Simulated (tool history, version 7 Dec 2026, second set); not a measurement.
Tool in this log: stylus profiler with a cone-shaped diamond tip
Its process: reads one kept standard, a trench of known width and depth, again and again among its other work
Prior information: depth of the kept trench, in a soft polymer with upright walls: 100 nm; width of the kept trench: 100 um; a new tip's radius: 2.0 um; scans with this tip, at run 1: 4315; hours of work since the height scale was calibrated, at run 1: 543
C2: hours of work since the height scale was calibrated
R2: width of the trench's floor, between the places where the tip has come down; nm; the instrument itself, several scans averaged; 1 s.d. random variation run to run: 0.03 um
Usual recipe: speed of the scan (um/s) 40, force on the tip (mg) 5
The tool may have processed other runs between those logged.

run 1 hour=0 | speed_of_the_scan_(um/s)=40 force_on_the_tip_(mg)=5 | scans_with_this_tip=4315 C2=543 | depth_of_the_trench_(nm)=101.45 R2=98620
run 2 hour=18.4 | speed_of_the_scan_(um/s)=40 force_on_the_tip_(mg)=5 | scans_with_this_tip=4384 C2=552 | depth_of_the_trench_(nm)=101.38 R2=98660
run 3 hour=51.4 | speed_of_the_scan_(um/s)=40 force_on_the_tip_(mg)=5 | scans_with_this_tip=4507 C2=567 | depth_of_the_trench_(nm)=101.37 R2=98640
run 4 hour=76.5 | speed_of_the_scan_(um/s)=40 force_on_the_tip_(mg)=5 | scans_with_this_tip=4602 C2=579 | depth_of_the_trench_(nm)=101.39 R2=98680
run 5 hour=97.7 | speed_of_the_scan_(um/s)=40 force_on_the_tip_(mg)=5 | scans_with_this_tip=4681 C2=589 | depth_of_the_trench_(nm)=101.44 R2=98700
run 6 hour=124.1 | speed_of_the_scan_(um/s)=40 force_on_the_tip_(mg)=5 | scans_with_this_tip=4780 C2=602 | depth_of_the_trench_(nm)=101.39 R2=98700
run 7 hour=151.4 | speed_of_the_scan_(um/s)=40 force_on_the_tip_(mg)=5 | scans_with_this_tip=4882 C2=615 | depth_of_the_trench_(nm)=101.42 R2=98700
run 8 hour=176.4 | speed_of_the_scan_(um/s)=23 force_on_the_tip_(mg)=5 | scans_with_this_tip=4976 C2=626 | depth_of_the_trench_(nm)=101.42 R2=98680
run 9 hour=214.7 | speed_of_the_scan_(um/s)=23 force_on_the_tip_(mg)=5 | scans_with_this_tip=5120 C2=645 | depth_of_the_trench_(nm)=101.38 R2=98660
run 10 hour=249.4 | speed_of_the_scan_(um/s)=23 force_on_the_tip_(mg)=5 | scans_with_this_tip=5249 C2=661 | depth_of_the_trench_(nm)=101.44 R2=98720
run 11 hour=267.5 | speed_of_the_scan_(um/s)=40 force_on_the_tip_(mg)=5 | scans_with_this_tip=5317 C2=669 | depth_of_the_trench_(nm)=101.36 R2=98750
run 12 hour=302.8 | speed_of_the_scan_(um/s)=10 force_on_the_tip_(mg)=9 | scans_with_this_tip=5450 C2=686 | depth_of_the_trench_(nm)=102.08 R2=98800
run 13 hour=320.4 | speed_of_the_scan_(um/s)=10 force_on_the_tip_(mg)=9 | scans_with_this_tip=5515 C2=694 | depth_of_the_trench_(nm)=101.98 R2=98710
run 14 hour=354.5 | speed_of_the_scan_(um/s)=10 force_on_the_tip_(mg)=9 | scans_with_this_tip=5643 C2=710 | depth_of_the_trench_(nm)=102.08 R2=98740

The next listed run, before its measurement:
run 15 hour=386.4 | speed_of_the_scan_(um/s)=30 force_on_the_tip_(mg)=2.5 | scans_with_this_tip=5763 C2=725 | depth_of_the_trench_(nm)=? R2=?

{"run 15": {"depth of the trench (nm)": 100.92, "R2": 98620}}
With no hidden state in the tool, this same run would have given depth of the trench (nm) 100.91, R2 98630 nm.

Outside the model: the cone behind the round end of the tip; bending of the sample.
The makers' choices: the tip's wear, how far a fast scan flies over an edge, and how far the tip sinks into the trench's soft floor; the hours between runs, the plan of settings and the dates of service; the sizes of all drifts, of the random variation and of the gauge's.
